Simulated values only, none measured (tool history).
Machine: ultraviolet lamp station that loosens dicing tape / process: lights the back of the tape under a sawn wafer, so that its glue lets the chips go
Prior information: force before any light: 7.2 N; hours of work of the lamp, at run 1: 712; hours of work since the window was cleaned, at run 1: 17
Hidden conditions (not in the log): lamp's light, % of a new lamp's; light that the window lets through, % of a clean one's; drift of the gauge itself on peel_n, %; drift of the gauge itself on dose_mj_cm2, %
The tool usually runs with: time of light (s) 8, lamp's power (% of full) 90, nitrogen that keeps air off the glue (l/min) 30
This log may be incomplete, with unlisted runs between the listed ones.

run	hour	time of light (s)	lamp's power (% of full)	nitrogen that keeps air off the glue (l/min)	hours of work of the lamp	hours of work since the window was cleaned	force that peels the tape off (N)	light that reached the tape (mJ/cm²)
1	0.0	8	90	30	712	17	0.649	317
2	26.8	8	90	30	723	28	0.624	317
3	50.3	8	90	30	733	38	0.659	316
4	70.9	8	90	26	742	47	0.743	313
5	102.1	8	90	26	755	60	0.751	310
6	135.4	8	90	26	769	75	0.733	308
7	174.9	8	90	26	786	91	0.784	306
8	217.5	8	90	26	804	109	0.820	305
# hour 248.6: lamp changed
9	259.9	8	90	26	5	127	0.435	407
10	303.3	8	76	30	23	146	0.569	336
11	350.6	8	76	30	43	166	0.577	341
12	371.0	8	76	30	52	174	0.577	334
13	416.6	8	76	30	72	194	0.569	337
14	456.7	8	90	30	89	211	0.404	392
15	495.8	8	90	30	105	228	0.445	390
16	515.8	8	90	30	114	236	0.417	389
17	548.4	8	90	30	128	250	0.437	382
18	585.4	8	61	58	143	266	0.606	260
19	622.9	5	92	25	159	282	1.237	242
# hour 648.0: window cleaned of glue's vapour
20	648.0	7	86	28	170	0	0.611	333
21	696.7	7	74	28	191	21	0.870	281
22	721.1	6	90	10	201	31	1.627	298
23	744.3	13	90	20	211	41	0.239	640
24	780.7	13	90	20	226	57	0.235	639
25	808.8	13	90	20	238	68	0.241	624
26	829.2	8	96	18	247	77	0.611	408
27	875.9	8	96	18	267	97	0.623	407
28	895.9	7	82	18	275	106	1.073	302
29	930.7	7	82	18	290	120	1.089	296
30	968.4	7	82	18	306	136	1.105	296
31	996.7	9	81	56	318	148	0.305	379
32	1034.9	9	81	29	335	165	0.486	367
33	1074.9	9	86	17	352	182	0.696	386

Branching from run 33: 3 alternative next runs. What would each branch give?
A	1119.2	15	86	17	371	201	?	?
B	1119.2	9	74	35	371	201	?	?
C	1119.2	14	86	22	371	201	?	?

run	force that peels the tape off (N)	light that reached the tape (mJ/cm²)
A	0.248	642
B	0.539	335
C	0.238	600
Had the tool no hidden state, the same runs would have come out as:
run	force that peels the tape off (N)	light that reached the tape (mJ/cm²)
A	0.196	756
B	0.385	395
C	0.194	707

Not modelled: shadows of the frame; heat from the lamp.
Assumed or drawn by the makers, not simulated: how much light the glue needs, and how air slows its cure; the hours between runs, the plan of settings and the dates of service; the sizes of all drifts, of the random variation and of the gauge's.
